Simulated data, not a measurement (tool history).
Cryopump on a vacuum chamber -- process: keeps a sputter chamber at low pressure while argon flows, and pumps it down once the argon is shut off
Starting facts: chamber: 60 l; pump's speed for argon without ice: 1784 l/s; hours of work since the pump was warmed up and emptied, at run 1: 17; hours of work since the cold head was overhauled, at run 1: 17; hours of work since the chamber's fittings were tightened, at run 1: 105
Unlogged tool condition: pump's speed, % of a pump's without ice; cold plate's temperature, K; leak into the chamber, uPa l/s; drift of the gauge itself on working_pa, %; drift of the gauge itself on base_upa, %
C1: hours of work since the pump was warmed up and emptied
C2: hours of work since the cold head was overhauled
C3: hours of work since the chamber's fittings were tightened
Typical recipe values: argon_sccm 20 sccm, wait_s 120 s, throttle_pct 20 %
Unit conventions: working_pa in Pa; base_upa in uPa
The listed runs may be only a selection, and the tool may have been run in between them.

{"run": 1, "hour": 0.0, "argon_sccm": 20, "wait_s": 120, "throttle_pct": 20, "C1": 17, "C2": 17, "C3": 105, "working_pa": 0.0948, "base_upa": 0.5}
{"run": 2, "hour": 12.2, "argon_sccm": 20, "wait_s": 120, "throttle_pct": 44, "C1": 23, "C2": 23, "C3": 111, "working_pa": 0.0432, "base_upa": 0.48}
{"run": 3, "hour": 27.0, "argon_sccm": 20, "wait_s": 120, "throttle_pct": 44, "C1": 30, "C2": 30, "C3": 118, "working_pa": 0.0428, "base_upa": 0.5}
{"run": 4, "hour": 42.2, "argon_sccm": 20, "wait_s": 120, "throttle_pct": 18, "C1": 37, "C2": 37, "C3": 125, "working_pa": 0.1055, "base_upa": 0.54}
{"run": 5, "hour": 53.8, "argon_sccm": 20, "wait_s": 120, "throttle_pct": 20, "C1": 42, "C2": 42, "C3": 130, "working_pa": 0.0941, "base_upa": 0.51}
{"run": 6, "hour": 71.3, "argon_sccm": 16, "wait_s": 120, "throttle_pct": 20, "C1": 50, "C2": 50, "C3": 138, "working_pa": 0.0762, "base_upa": 0.54}
{"run": 7, "hour": 87.1, "argon_sccm": 32, "wait_s": 120, "throttle_pct": 20, "C1": 57, "C2": 57, "C3": 145, "working_pa": 0.1534, "base_upa": 0.52}
{"run": 8, "hour": 97.2, "argon_sccm": 32, "wait_s": 120, "throttle_pct": 20, "C1": 62, "C2": 62, "C3": 150, "working_pa": 0.153, "base_upa": 0.5}
{"run": 9, "hour": 105.6, "argon_sccm": 20, "wait_s": 120, "throttle_pct": 20, "C1": 66, "C2": 66, "C3": 154, "working_pa": 0.0953, "base_upa": 0.48}
{"run": 10, "hour": 122.0, "argon_sccm": 20, "wait_s": 120, "throttle_pct": 20, "C1": 74, "C2": 74, "C3": 162, "working_pa": 0.0954, "base_upa": 0.54}
{"run": 11, "hour": 132.2, "argon_sccm": 20, "wait_s": 120, "throttle_pct": 20, "C1": 78, "C2": 78, "C3": 166, "working_pa": 0.0954, "base_upa": 0.56}
{"run": 12, "hour": 145.4, "argon_sccm": 12, "wait_s": 120, "throttle_pct": 20, "C1": 84, "C2": 84, "C3": 172, "working_pa": 0.057, "base_upa": 0.52}
{"run": 13, "hour": 163.4, "argon_sccm": 20, "wait_s": 120, "throttle_pct": 20, "C1": 93, "C2": 93, "C3": 181, "working_pa": 0.0964, "base_upa": 0.49}
{"run": 14, "hour": 171.5, "argon_sccm": 20, "wait_s": 120, "throttle_pct": 20, "C1": 97, "C2": 97, "C3": 184, "working_pa": 0.0968, "base_upa": 0.54}
{"run": 15, "hour": 185.8, "argon_sccm": 20, "wait_s": 120, "throttle_pct": 20, "C1": 103, "C2": 103, "C3": 191, "working_pa": 0.0955, "base_upa": 0.51}
{"run": 16, "hour": 197.5, "argon_sccm": 20, "wait_s": 120, "throttle_pct": 20, "C1": 109, "C2": 109, "C3": 196, "working_pa": 0.0969, "base_upa": 0.53}
{"run": 17, "hour": 214.4, "argon_sccm": 36, "wait_s": 120, "throttle_pct": 20, "C1": 116, "C2": 116, "C3": 204, "working_pa": 0.1714, "base_upa": 0.56}
{"run": 18, "hour": 231.5, "argon_sccm": 21, "wait_s": 55, "throttle_pct": 20, "C1": 124, "C2": 124, "C3": 212, "working_pa": 0.1013, "base_upa": 0.86}
{"run": 19, "hour": 247.5, "argon_sccm": 34, "wait_s": 65, "throttle_pct": 42, "C1": 132, "C2": 132, "C3": 220, "working_pa": 0.0799, "base_upa": 0.77}
{"run": 20, "hour": 255.2, "argon_sccm": 34, "wait_s": 65, "throttle_pct": 42, "C1": 135, "C2": 135, "C3": 223, "working_pa": 0.0788, "base_upa": 0.77}
{"run": 21, "hour": 270.0, "argon_sccm": 15, "wait_s": 43, "throttle_pct": 39, "C1": 142, "C2": 142, "C3": 230, "working_pa": 0.0379, "base_upa": 1.05}
{"run": 22, "hour": 284.7, "argon_sccm": 15, "wait_s": 43, "throttle_pct": 39, "C1": 149, "C2": 149, "C3": 237, "working_pa": 0.0372, "base_upa": 1.02}
{"run": 23, "hour": 297.8, "argon_sccm": 15, "wait_s": 43, "throttle_pct": 39, "C1": 155, "C2": 155, "C3": 243, "working_pa": 0.0376, "base_upa": 1.02}
{"run": 24, "hour": 306.1, "argon_sccm": 14, "wait_s": 43, "throttle_pct": 22, "C1": 159, "C2": 159, "C3": 247, "working_pa": 0.0613, "base_upa": 1.04}
{"run": 25, "hour": 321.3, "argon_sccm": 39, "wait_s": 112, "throttle_pct": 40, "C1": 166, "C2": 166, "C3": 254, "working_pa": 0.0955, "base_upa": 0.6}
{"run": 26, "hour": 337.5, "argon_sccm": 11, "wait_s": 39, "throttle_pct": 20, "C1": 173, "C2": 173, "C3": 261, "working_pa": 0.0533, "base_upa": 1.12}
{"run": 27, "hour": 346.9, "argon_sccm": 11, "wait_s": 39, "throttle_pct": 20, "C1": 178, "C2": 178, "C3": 266, "working_pa": 0.0514, "base_upa": 1.12}
{"run": 28, "hour": 354.5, "argon_sccm": 11, "wait_s": 39, "throttle_pct": 20, "C1": 181, "C2": 181, "C3": 269, "working_pa": 0.0531, "base_upa": 1.11}
{"run": 29, "hour": 370.0, "argon_sccm": 11, "wait_s": 39, "throttle_pct": 20, "C1": 188, "C2": 188, "C3": 276, "working_pa": 0.0532, "base_upa": 1.12}
{"run": 30, "hour": 384.4, "argon_sccm": 11, "wait_s": 39, "throttle_pct": 20, "C1": 195, "C2": 195, "C3": 283, "working_pa": 0.0529, "base_upa": 1.2}
{"run": 31, "hour": 393.9, "argon_sccm": 13, "wait_s": 120, "throttle_pct": 20, "C1": 199, "C2": 199, "C3": 287, "working_pa": 0.0617, "base_upa": 0.6}
{"run": 32, "hour": 408.8, "argon_sccm": 13, "wait_s": 76, "throttle_pct": 27, "C1": 206, "C2": 206, "C3": 294, "working_pa": 0.047, "base_upa": 0.76}
{"run": 33, "hour": 421.1, "argon_sccm": 16, "wait_s": 79, "throttle_pct": 20, "C1": 212, "C2": 212, "C3": 300, "working_pa": 0.0774, "base_upa": 0.71}
{"run": 34, "hour": 431.4, "argon_sccm": 16, "wait_s": 121, "throttle_pct": 22, "C1": 217, "C2": 217, "C3": 305, "working_pa": 0.0719, "base_upa": 0.62}

Below, some changes in working_pa between adjacent runs. For each, the amount present without the hidden state too (settings, incoming material, random variation) and the amount remaining for the hidden state with gauge scatter not shared by both compared results:
Run 6 -> 7: argon_sccm 16 -> 32. working_pa +0.0772 Pa: hidden state +0.0006, all else +0.0766.
Run 16 -> 17: argon_sccm 20 -> 36. working_pa +0.0745 Pa: hidden state +0.0010, all else +0.0735.
Run 17 -> 18: argon_sccm 36 -> 21, wait_s 120 -> 55. working_pa -0.0701 Pa: hidden state -0.0008, all else -0.0693.
Run 20 -> 21: argon_sccm 34 -> 15, wait_s 65 -> 43, throttle_pct 42 -> 39. working_pa -0.0409 Pa: hidden state -0.0013, all else -0.0396.
Run 24 -> 25: argon_sccm 14 -> 39, wait_s 43 -> 112, throttle_pct 22 -> 40. working_pa +0.0342 Pa: hidden state +0.0022, all else +0.0320.
Run 25 -> 26: argon_sccm 39 -> 11, wait_s 112 -> 39, throttle_pct 40 -> 20. working_pa -0.0422 Pa: hidden state -0.0024, all else -0.0398.

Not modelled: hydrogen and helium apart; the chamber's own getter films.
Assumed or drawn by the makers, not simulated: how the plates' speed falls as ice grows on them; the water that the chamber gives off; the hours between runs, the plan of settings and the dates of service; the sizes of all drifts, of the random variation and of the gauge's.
